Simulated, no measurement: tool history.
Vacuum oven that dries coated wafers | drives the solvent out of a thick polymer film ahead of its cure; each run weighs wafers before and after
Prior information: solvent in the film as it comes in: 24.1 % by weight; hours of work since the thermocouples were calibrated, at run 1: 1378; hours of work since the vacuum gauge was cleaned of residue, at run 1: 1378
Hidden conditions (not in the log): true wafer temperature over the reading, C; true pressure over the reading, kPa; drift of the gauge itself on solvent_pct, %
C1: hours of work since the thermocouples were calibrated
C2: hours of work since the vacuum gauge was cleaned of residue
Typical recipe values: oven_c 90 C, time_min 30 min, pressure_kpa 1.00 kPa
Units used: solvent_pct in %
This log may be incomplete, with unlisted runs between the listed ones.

Run 1, hour 0.0: usual settings; C1 1378; C2 1378. Result: solvent_pct 3.48 %.
Run 2, hour 63.2: usual settings; C1 1425; C2 1425. Result: solvent_pct 3.43 %.
Run 3, hour 120.9: usual settings; C1 1467; C2 1467. Result: solvent_pct 3.40 %.
Run 4, hour 165.1: usual settings but oven_c 95 C; C1 1500; C2 1500. Result: solvent_pct 2.13 %.
Run 5, hour 192.7: usual settings but oven_c 95 C; C1 1521; C2 1521. Result: solvent_pct 2.10 %.
Run 6, hour 240.8: usual settings but pressure_kpa 0.83 kPa; C1 1556; C2 1556. Result: solvent_pct 3.54 %.
Run 7, hour 300.0: usual settings but pressure_kpa 0.83 kPa; C1 1600; C2 1600. Result: solvent_pct 3.48 %.
Run 8, hour 349.5: usual settings but pressure_kpa 0.83 kPa; C1 1637; C2 1637. Result: solvent_pct 3.46 %.
Run 9, hour 392.7: usual settings but pressure_kpa 0.83 kPa; C1 1669; C2 1669. Result: solvent_pct 3.40 %.
Run 10, hour 426.4: usual settings but pressure_kpa 0.83 kPa; C1 1694; C2 1694. Result: solvent_pct 3.36 %.
Run 11, hour 489.9: usual settings but pressure_kpa 3.02 kPa; C1 1741; C2 1741. Result: solvent_pct 4.53 %.
At hour 512.9: oven's thermocouples calibrated.
At hour 539.5: vacuum gauge cleaned of residue and calibrated.
Run 12, hour 554.1: usual settings but pressure_kpa 3.02 kPa; C1 29; C2 11. Result: solvent_pct 4.32 %.
Run 13, hour 620.8: usual settings but pressure_kpa 3.02 kPa; C1 79; C2 60. Result: solvent_pct 4.31 %.
Run 14, hour 671.8: usual settings but pressure_kpa 3.02 kPa; C1 117; C2 98. Result: solvent_pct 4.44 %.
Run 15, hour 706.1: usual settings but pressure_kpa 3.02 kPa; C1 142; C2 123. Result: solvent_pct 4.45 %.
Run 16, hour 737.0: usual settings but pressure_kpa 1.54 kPa; C1 165; C2 146. Result: solvent_pct 3.73 %.
Run 17, hour 764.9: usual settings but pressure_kpa 1.54 kPa; C1 186; C2 167. Result: solvent_pct 3.66 %.
Run 18, hour 827.9: usual settings; C1 232; C2 214. Result: solvent_pct 3.48 %.
Run 19, hour 875.2: usual settings; C1 267; C2 249. Result: solvent_pct 3.49 %.
Run 20, hour 927.5: usual settings; C1 306; C2 287. Result: solvent_pct 3.49 %.
Run 21, hour 967.6: usual settings; C1 336; C2 317. Result: solvent_pct 3.45 %.
Run 22, hour 994.6: usual settings; C1 356; C2 337. Result: solvent_pct 3.40 %.
Run 23, hour 1039.3: usual settings; C1 389; C2 370. Result: solvent_pct 3.45 %.
Run 24, hour 1100.6: usual settings but time_min 15 min; C1 434; C2 416. Result: solvent_pct 7.99 %.
Run 25, hour 1165.1: usual settings but pressure_kpa 0.73 kPa; C1 482; C2 463. Result: solvent_pct 3.24 %.
Run 26, hour 1221.5: usual settings but oven_c 102 C, pressure_kpa 0.73 kPa; C1 524; C2 505. Result: solvent_pct 0.84 %.
Run 27, hour 1259.9: usual settings but oven_c 102 C, pressure_kpa 0.73 kPa; C1 552; C2 534. Result: solvent_pct 0.89 %.
Run 28, hour 1322.5: usual settings but oven_c 102 C, pressure_kpa 0.73 kPa; C1 599; C2 580. Result: solvent_pct 0.76 %.
Run 29, hour 1359.3: usual settings but time_min 18 min; C1 626; C2 607. Result: solvent_pct 6.56 %.
Run 30, hour 1393.9: usual settings but time_min 25 min; C1 651; C2 633. Result: solvent_pct 4.45 %.
Run 31, hour 1424.5: usual settings but time_min 25 min; C1 674; C2 656. Result: solvent_pct 4.54 %.
Run 32, hour 1477.8: usual settings but time_min 48 min, pressure_kpa 1.12 kPa; C1 714; C2 695. Result: solvent_pct 1.50 %.
Run 33, hour 1530.4: usual settings but oven_c 83 C; C1 753; C2 734. Result: solvent_pct 5.93 %.
Run 34, hour 1559.0: usual settings but pressure_kpa 0.83 kPa; C1 774; C2 755. Result: solvent_pct 3.43 %.
Run 35, hour 1596.9: usual settings but oven_c 89 C, pressure_kpa 0.77 kPa; C1 802; C2 783. Result: solvent_pct 3.72 %.
Run 36, hour 1661.7: usual settings but time_min 20 min, pressure_kpa 2.34 kPa; C1 850; C2 831. Result: solvent_pct 6.45 %.
Run 37, hour 1698.4: usual settings but oven_c 91 C, time_min 51 min, pressure_kpa 1.75 kPa; C1 877; C2 858. Result: solvent_pct 1.46 %.
Run 38, hour 1748.2: usual settings but oven_c 105 C, time_min 48 min, pressure_kpa 1.12 kPa; C1 914; C2 895. Result: solvent_pct 0.46 %.
Run 39, hour 1785.2: usual settings but time_min 44 min, pressure_kpa 1.02 kPa; C1 941; C2 923. Result: solvent_pct 1.77 %.
Run 40, hour 1814.2: usual settings but oven_c 96 C, time_min 46 min, pressure_kpa 1.14 kPa; C1 963; C2 944. Result: solvent_pct 0.82 %.
Run 41, hour 1850.1: usual settings but oven_c 87 C, time_min 46 min; C1 989; C2 971. Result: solvent_pct 2.27 %.
Run 42, hour 1896.0: usual settings but oven_c 96 C, time_min 37 min, pressure_kpa 0.67 kPa; C1 1023; C2 1005. Result: solvent_pct 1.04 %.
Run 43, hour 1953.6: usual settings but oven_c 92 C; C1 1066; C2 1047. Result: solvent_pct 2.79 %.
Run 44, hour 1980.6: usual settings but oven_c 103 C, time_min 18 min, pressure_kpa 0.70 kPa; C1 1086; C2 1067. Result: solvent_pct 2.34 %.
Run 45, hour 2035.4: usual settings but oven_c 103 C, time_min 18 min, pressure_kpa 0.70 kPa; C1 1127; C2 1108. Result: solvent_pct 2.44 %.
Run 46, hour 2089.5: usual settings but oven_c 103 C, time_min 18 min, pressure_kpa 0.70 kPa; C1 1167; C2 1148. Result: solvent_pct 2.33 %.
Run 47, hour 2133.1: usual settings but oven_c 101 C, time_min 51 min, pressure_kpa 2.44 kPa; C1 1199; C2 1180. Result: solvent_pct 0.89 %.

Each row is a separate what-if for the run after 47, all from the same tool condition, not one after another. Results?
Run A, hour 2186.0: usual settings but oven_c 102 C, time_min 51 min, pressure_kpa 2.44 kPa; C1 1238; C2 1220. Result: solvent_pct ?.
Run B, hour 2186.0: usual settings but pressure_kpa 0.65 kPa; C1 1238; C2 1220. Result: solvent_pct ?.
Run C, hour 2186.0: usual settings but oven_c 86 C, time_min 20 min, pressure_kpa 3.13 kPa; C1 1238; C2 1220. Result: solvent_pct ?.

run  solvent_pct
  A         0.82
  B         3.34
  C         8.54
Take away the tool's hidden state, keep each run's random variation, and the runs would have read:
run  solvent_pct
  A         0.81
  B         3.30
  C         8.48
